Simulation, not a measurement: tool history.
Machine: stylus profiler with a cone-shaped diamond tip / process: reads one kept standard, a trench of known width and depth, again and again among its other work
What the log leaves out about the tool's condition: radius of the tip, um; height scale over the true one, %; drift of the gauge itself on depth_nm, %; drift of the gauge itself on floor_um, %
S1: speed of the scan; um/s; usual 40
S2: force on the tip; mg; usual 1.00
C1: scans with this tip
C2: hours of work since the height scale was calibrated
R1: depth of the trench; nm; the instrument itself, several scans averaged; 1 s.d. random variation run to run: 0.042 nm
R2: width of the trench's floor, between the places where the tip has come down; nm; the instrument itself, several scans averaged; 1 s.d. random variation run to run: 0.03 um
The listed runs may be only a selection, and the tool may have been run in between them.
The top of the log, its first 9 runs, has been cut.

run,day,S1,S2,C1,C2,R1,R2
10,15.179,42,1.00,6812,1079,101.16,98200
11,16.329,42,1.00,6922,1096,101.18,98280
12,18.267,42,1.00,7106,1126,101.16,98290
13,20.388,42,1.00,7308,1158,101.23,98230
14,21.271,42,1.00,7392,1171,101.15,98240
15,22.796,40,1.12,7537,1194,101.22,98180
16,24.504,40,1.00,7700,1220,101.23,98260
17,25.879,40,1.00,7831,1240,101.10,98250
18,27.112,40,1.00,7949,1259,101.17,98240
19,28.279,40,1.00,8060,1277,101.18,98280
20,29.912,40,1.00,8215,1301,101.16,98210
21,31.596,11,0.68,8376,1327,100.94,98370
22,33.050,111,0.77,8514,1349,101.15,97780
23,33.938,111,0.77,8599,1362,101.05,97780
24,35.658,111,0.77,8762,1388,101.05,97760
25,36.617,15,1.24,8854,1402,101.39,98340
26,37.512,15,1.24,8939,1416,101.46,98320
27,39.500,73,2.91,9128,1446,102.23,98220
28,41.625,73,2.91,9331,1478,102.18,98200

Estimate the outcome of run 29 from the log above:
29,43.175,53,2.10,9478,1501,?,?

{"run 29": {"R1": 101.84, "R2": 98210}}
With the hidden condition absent and the run-to-run variation left alone, this run would have shown R1 101.49 nm, R2 98410 nm.

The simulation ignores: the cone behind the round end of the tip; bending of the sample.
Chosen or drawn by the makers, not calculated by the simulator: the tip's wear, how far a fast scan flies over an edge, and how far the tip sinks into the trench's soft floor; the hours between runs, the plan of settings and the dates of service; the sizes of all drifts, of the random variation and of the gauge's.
